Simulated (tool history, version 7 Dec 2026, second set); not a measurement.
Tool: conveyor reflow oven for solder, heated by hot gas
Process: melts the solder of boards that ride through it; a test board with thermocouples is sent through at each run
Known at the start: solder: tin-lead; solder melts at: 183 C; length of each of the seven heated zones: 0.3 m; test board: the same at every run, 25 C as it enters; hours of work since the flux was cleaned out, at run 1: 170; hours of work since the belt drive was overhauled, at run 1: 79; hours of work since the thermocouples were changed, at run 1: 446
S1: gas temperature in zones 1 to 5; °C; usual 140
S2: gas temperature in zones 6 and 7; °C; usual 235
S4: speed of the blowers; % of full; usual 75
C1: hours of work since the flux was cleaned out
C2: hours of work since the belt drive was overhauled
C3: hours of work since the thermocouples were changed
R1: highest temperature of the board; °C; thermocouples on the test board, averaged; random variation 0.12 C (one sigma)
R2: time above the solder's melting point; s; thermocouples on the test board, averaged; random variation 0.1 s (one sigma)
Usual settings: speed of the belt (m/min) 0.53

Run 1, hour 0: usual settings; C1 170; C2 79; C3 446. Result: R1 214.1 °C, R2 48.5 s.
Run 2, hour 49.3: usual settings; C1 201; C2 110; C3 477. Result: R1 214 °C, R2 48.2 s.
Run 3, hour 105.3: usual settings; C1 236; C2 144; C3 511. Result: R1 213.7 °C, R2 48.1 s.
Run 4, hour 140.3: usual settings; C1 257; C2 166; C3 533. Result: R1 213.8 °C, R2 48 s.
Run 5, hour 164.8: usual settings; C1 273; C2 181; C3 548. Result: R1 213.6 °C, R2 47.8 s.
Run 6, hour 194.8: usual settings; C1 291; C2 200; C3 567. Result: R1 213.5 °C, R2 48 s.
At hour 214: thermocouples of zones 6 and 7 changed.
At hour 256.8: flux residue cleaned out of gas plates and filters.
Run 7, hour 258: usual settings; C1 1; C2 235; C3 24. Result: R1 215.3 °C, R2 49.4 s.
Run 8, hour 295.2: usual settings; C1 24; C2 258; C3 47. Result: R1 215.2 °C, R2 49.3 s.
Run 9, hour 325.3: usual settings; C1 42; C2 276; C3 66. Result: R1 215.1 °C, R2 49.4 s.
Run 10, hour 360.1: usual settings; C1 64; C2 298; C3 87. Result: R1 214.7 °C, R2 49.3 s.
Run 11, hour 418.8: usual settings but S4 86 % of full; C1 100; C2 334; C3 124. Result: R1 216.6 °C, R2 50.9 s.
Run 12, hour 459.9: usual settings but S4 86 % of full; C1 126; C2 360; C3 149. Result: R1 216.5 °C, R2 50.5 s.
Run 13, hour 503.1: usual settings but S4 86 % of full; C1 153; C2 387; C3 176. Result: R1 216.2 °C, R2 50.4 s.
Run 14, hour 534.2: usual settings but S4 86 % of full; C1 172; C2 406; C3 195. Result: R1 216 °C, R2 50.5 s.
Run 15, hour 568.7: usual settings but speed of the belt (m/min) 0.567; C1 193; C2 427; C3 217. Result: R1 211.6 °C, R2 42.9 s.
Run 16, hour 616.5: usual settings but S1 127 °C, S2 224 °C, speed of the belt (m/min) 0.567; C1 223; C2 457; C3 246. Result: R1 199.4 °C, R2 27.8 s.
Run 17, hour 671.6: usual settings but S1 127 °C, S2 224 °C, speed of the belt (m/min) 0.567; C1 257; C2 491; C3 281. Result: R1 199.4 °C, R2 27.4 s.
Run 18, hour 726.4: usual settings but S1 127 °C, S2 248 °C, speed of the belt (m/min) 0.567; C1 291; C2 525; C3 315. Result: R1 218.2 °C, R2 44.2 s.
Run 19, hour 776.3: usual settings but S1 127 °C; C1 322; C2 556; C3 345. Result: R1 210.3 °C, R2 41.4 s.
At hour 786.8: flux residue cleaned out of gas plates and filters.
At hour 790.8: belt drive overhauled, speed set with a stopwatch.
Run 20, hour 823.9: usual settings but S1 127 °C; C1 20; C2 20; C3 369. Result: R1 212.5 °C, R2 43.4 s.
Run 21, hour 868.1: usual settings but S2 225 °C, speed of the belt (m/min) 0.517; C1 48; C2 48; C3 397. Result: R1 207.2 °C, R2 44.3 s.
At hour 924.5: belt drive overhauled, speed set with a stopwatch, once more.
Run 22, hour 927.2: usual settings but S1 142 °C, S2 236 °C, speed of the belt (m/min) 0.545; C1 82; C2 2; C3 431. Result: R1 214.7 °C, R2 48.1 s.
Run 23, hour 977.4: usual settings but S1 142 °C, S2 246 °C, speed of the belt (m/min) 0.545, S4 80 % of full; C1 113; C2 33; C3 462. Result: R1 223.6 °C, R2 54.1 s.
Run 24, hour 1024.3: usual settings but S1 143 °C, speed of the belt (m/min) 0.616; C1 142; C2 62; C3 491. Result: R1 209 °C, R2 38 s.
Run 25, hour 1048: usual settings but S1 143 °C, speed of the belt (m/min) 0.616; C1 157; C2 77; C3 506. Result: R1 209.1 °C, R2 38.1 s.
Run 26, hour 1074.5: usual settings but S1 155 °C, S2 241 °C, speed of the belt (m/min) 0.583, S4 70 % of full; C1 173; C2 93; C3 522. Result: R1 217.6 °C, R2 50.8 s.
Run 27, hour 1133.1: usual settings but S2 243 °C, S4 53 % of full; C1 210; C2 129; C3 559. Result: R1 214.7 °C, R2 48.2 s.
At hour 1167.6: thermocouples of zones 6 and 7 changed.
Run 28, hour 1179.1: usual settings but S1 143 °C, S2 232 °C, speed of the belt (m/min) 0.428; C1 237; C2 157; C3 7. Result: R1 219 °C, R2 67.3 s.
Run 29, hour 1204.5: usual settings but S1 143 °C, S2 248 °C, speed of the belt (m/min) 0.428; C1 253; C2 172; C3 23. Result: R1 233.2 °C, R2 76.2 s.

Hidden state at the last listed run before each entry between runs and at the first one after, where it differs:
Between runs 6 and 7: thermocouples of zones 6 and 7 changed (hour 214); flux residue cleaned out of gas plates and filters (hour 256.8)
  heat that the gas passes to the board, % of a clean oven's: 94.9 -> 99.8; belt's true speed, % of the reading: 99.98 -> 99.94; true gas temperature in zones 6 and 7 over the reading, C: -0.81 -> -0.28
  measured less the result without the state, R1: -2.2 -> -0.3 °C; R2: -1.8 -> -0.2 s
Between runs 19 and 20: flux residue cleaned out of gas plates and filters (hour 786.8); belt drive overhauled, speed set with a stopwatch (hour 790.8)
  heat that the gas passes to the board, % of a clean oven's: 93.7 -> 99.3; belt's true speed, % of the reading: 99.56 -> 99.33; true gas temperature in zones 6 and 7 over the reading, C: -0.77 -> -0.81
  measured less the result without the state, R1: -2.5 -> -0.6 °C; R2: -2.3 -> -0.2 s
Between runs 21 and 22: belt drive overhauled, speed set with a stopwatch, once more (hour 924.5)
  heat that the gas passes to the board, % of a clean oven's: 98.8 -> 98.1; belt's true speed, % of the reading: 99.3 -> 99.87; true gas temperature in zones 6 and 7 over the reading, C: -0.85 -> -0.91
  measured less the result without the state, R1: -0.8 -> -1.3 °C; R2: -0.5 -> -1 s
Between runs 27 and 28: thermocouples of zones 6 and 7 changed (hour 1167.6)
  heat that the gas passes to the board, % of a clean oven's: 95.7 -> 95.2; belt's true speed, % of the reading: 99.72 -> 99.69; true gas temperature in zones 6 and 7 over the reading, C: -1.11 -> 0.04
  measured less the result without the state, R1: -1.9 -> -0.9 °C; R2: -1.6 -> -0.7 s

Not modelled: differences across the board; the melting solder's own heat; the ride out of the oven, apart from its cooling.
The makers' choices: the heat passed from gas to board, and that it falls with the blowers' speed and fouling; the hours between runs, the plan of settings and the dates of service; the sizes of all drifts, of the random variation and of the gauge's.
